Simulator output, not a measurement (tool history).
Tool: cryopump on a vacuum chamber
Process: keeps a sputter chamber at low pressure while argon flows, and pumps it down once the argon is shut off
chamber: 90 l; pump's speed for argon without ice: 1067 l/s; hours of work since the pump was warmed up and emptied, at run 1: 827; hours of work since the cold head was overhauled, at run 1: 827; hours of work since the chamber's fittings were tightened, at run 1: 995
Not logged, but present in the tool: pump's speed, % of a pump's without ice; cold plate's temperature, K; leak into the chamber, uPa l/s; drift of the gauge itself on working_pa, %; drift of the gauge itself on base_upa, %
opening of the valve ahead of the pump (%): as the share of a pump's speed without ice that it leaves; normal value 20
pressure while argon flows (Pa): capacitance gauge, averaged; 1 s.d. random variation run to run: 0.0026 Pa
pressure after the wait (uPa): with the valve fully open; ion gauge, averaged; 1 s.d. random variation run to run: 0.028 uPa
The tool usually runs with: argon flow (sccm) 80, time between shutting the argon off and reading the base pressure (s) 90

run	hour	argon flow (sccm)	time between shutting the argon off and reading the base pressure (s)	opening of the valve ahead of the pump (%)	hours of work since the pump was warmed up and emptied	hours of work since the cold head was overhauled	hours of work since the chamber's fittings were tightened	pressure while argon flows (Pa)	pressure after the wait (uPa)
1	0.0	80	90	20	827	827	995	0.6707	3.67
2	49.5	80	90	23	851	851	1019	0.5859	3.76
3	92.9	80	90	23	871	871	1039	0.5880	3.92
# hour 104.2: leaking fittings of the chamber tightened, without venting
4	132.7	80	90	47	890	890	14	0.3064	1.48
5	167.4	80	90	47	906	906	30	0.3074	1.43
6	201.4	80	90	20	923	923	47	0.6730	1.59
7	244.6	80	90	20	944	944	68	0.6739	1.61
8	274.5	80	90	20	958	958	82	0.6739	1.63
9	303.7	80	90	20	972	972	96	0.6764	1.64
10	353.7	80	90	20	996	996	120	0.6824	1.74
11	395.7	80	90	20	1016	1016	140	0.6806	1.90
12	441.4	80	90	20	1038	1038	162	0.6806	1.91
13	474.2	80	90	20	1054	1054	178	0.6824	1.94
14	506.5	80	90	20	1069	1069	194	0.6774	2.03
15	527.8	109	90	23	1080	1080	204	0.8200	1.95
16	554.7	80	22	38	1093	1093	217	0.3856	5.27
# hour 594.8: pump warmed up, emptied and cooled again
17	602.3	80	22	38	4	1113	237	0.3339	4.84
18	641.8	80	20	33	23	1132	256	0.3829	5.29
19	671.9	80	57	53	37	1147	271	0.2420	2.43
20	705.9	34	51	23	53	1163	287	0.2358	2.66
21	745.3	34	51	23	72	1182	306	0.2354	2.69
22	789.9	62	51	53	94	1203	327	0.1886	2.67
23	811.5	122	51	29	104	1214	338	0.6744	2.78
24	837.8	41	51	19	117	1226	351	0.3451	2.80
25	877.2	41	51	19	136	1245	369	0.3450	2.84
26	903.1	65	292	21	148	1258	382	0.4948	1.44
27	938.6	65	292	21	165	1275	399	0.4951	1.42

Forecast each of these 3 alternatives for the next run:
A	964.6	151	292	21	178	1288	412	?	?
B	964.6	57	90	20	178	1288	412	?	?
C	964.6	65	263	21	178	1288	412	?	?

run	pressure while argon flows (Pa)	pressure after the wait (uPa)
A	1.1573	1.50
B	0.4543	2.23
C	0.4928	1.55
What these runs would have given with no unlogged condition in the tool:
run	pressure while argon flows (Pa)	pressure after the wait (uPa)
A	1.1423	0.61
B	0.4487	1.31
C	0.4864	0.63
